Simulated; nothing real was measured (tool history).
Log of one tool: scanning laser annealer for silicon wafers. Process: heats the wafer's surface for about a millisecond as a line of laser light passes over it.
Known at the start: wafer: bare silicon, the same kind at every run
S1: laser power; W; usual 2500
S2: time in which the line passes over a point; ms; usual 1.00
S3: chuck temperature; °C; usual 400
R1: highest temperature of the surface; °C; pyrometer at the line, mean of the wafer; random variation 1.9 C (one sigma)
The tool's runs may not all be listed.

| run | hour | S1 | S2 | S3 | R1 |
|---|---|---|---|---|---|
| 1 | 0.0 | 2500 | 1.00 | 400 | 1204 |
| 2 | 28.2 | 2500 | 1.00 | 373 | 1171 |
| 3 | 76.9 | 2300 | 1.00 | 400 | 1123 |
| 4 | 119.2 | 2500 | 1.00 | 400 | 1195 |
| 5 | 138.9 | 2381 | 1.00 | 400 | 1149 |
| 6 | 169.6 | 2502 | 0.89 | 420 | 1174 |
| 7 | 189.2 | 2502 | 0.89 | 420 | 1170 |
| 8 | 211.5 | 2449 | 0.89 | 400 | 1131 |
| 9 | 235.8 | 2313 | 1.09 | 400 | 1150 |
| 10 | 281.1 | 2500 | 1.09 | 400 | 1217 |

4 ways to go on from here, each from the tool as it stands after run 10. What would each give?
| A | 309.1 | 2500 | 0.92 | 400 | ? |
| B | 309.1 | 2220 | 1.03 | 397 | ? |
| C | 309.1 | 2632 | 1.09 | 371 | ? |
| D | 309.1 | 2636 | 0.77 | 428 | ? |

| run | R1 |
|---|---|
| A | 1153 |
| B | 1087 |
| C | 1235 |
| D | 1168 |
Without the tool's hidden state the same runs would have given:
| run | R1 |
|---|---|
| A | 1199 |
| B | 1129 |
| C | 1288 |
| D | 1212 |
